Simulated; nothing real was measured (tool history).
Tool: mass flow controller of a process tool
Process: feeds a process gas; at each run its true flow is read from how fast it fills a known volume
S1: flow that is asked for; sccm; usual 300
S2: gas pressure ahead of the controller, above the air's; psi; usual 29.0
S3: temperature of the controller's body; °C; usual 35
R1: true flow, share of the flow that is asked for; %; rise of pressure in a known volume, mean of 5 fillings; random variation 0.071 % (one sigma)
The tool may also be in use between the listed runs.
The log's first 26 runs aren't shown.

Run 27, hour 2722.0: usual settings but S1 141 sccm, S2 39.2 psi, S3 21 °C. Result: R1 103.87 %.
Run 28, hour 2790.7: usual settings but S1 141 sccm, S2 39.2 psi, S3 21 °C. Result: R1 103.79 %.
Run 29, hour 2932.9: usual settings but S1 208 sccm, S2 32.2 psi, S3 22 °C. Result: R1 102.78 %.
At hour 2946.4: controller's zero set anew.
Run 30, hour 3064.7: usual settings but S1 208 sccm, S2 32.2 psi, S3 22 °C. Result: R1 104.34 %.
Run 31, hour 3131.6: usual settings but S1 106 sccm, S2 22.8 psi, S3 23 °C. Result: R1 108.89 %.
Run 32, hour 3228.6: usual settings but S1 106 sccm, S2 22.8 psi, S3 23 °C. Result: R1 109.04 %.
Run 33, hour 3291.3: usual settings but S3 37 °C. Result: R1 103.96 %.
Run 34, hour 3350.1: usual settings but S1 497 sccm, S2 20.7 psi, S3 23 °C. Result: R1 102.56 %.
Run 35, hour 3429.0: usual settings but S1 135 sccm. Result: R1 107.77 %.
Run 36, hour 3536.1: usual settings but S1 175 sccm. Result: R1 106.32 %.
At hour 3549.8: controller's zero set anew, once more.
Run 37, hour 3598.4: usual settings but S1 175 sccm. Result: R1 100.72 %.
Run 38, hour 3702.9: usual settings but S1 980 sccm, S2 21.6 psi, S3 22 °C. Result: R1 101.29 %.
Run 39, hour 3760.2: usual settings but S1 605 sccm, S2 40.3 psi, S3 21 °C. Result: R1 100.38 %.
Run 40, hour 3859.0: usual settings but S1 722 sccm, S2 39.0 psi. Result: R1 101.42 %.
Run 41, hour 3978.0: usual settings but S1 907 sccm, S2 39.0 psi. Result: R1 101.42 %.
Run 42, hour 4106.0: usual settings but S1 250 sccm, S2 38.9 psi, S3 23 °C. Result: R1 100.36 %.

The next listed run, before its measurement:
Run 43, hour 4244.0: usual settings but S1 325 sccm, S2 36.4 psi, S3 23 °C. Result: R1 ?.

Run 43 gave R1 100.37 %.
Without the tool's hidden state the same run would have given R1 98.78 %.

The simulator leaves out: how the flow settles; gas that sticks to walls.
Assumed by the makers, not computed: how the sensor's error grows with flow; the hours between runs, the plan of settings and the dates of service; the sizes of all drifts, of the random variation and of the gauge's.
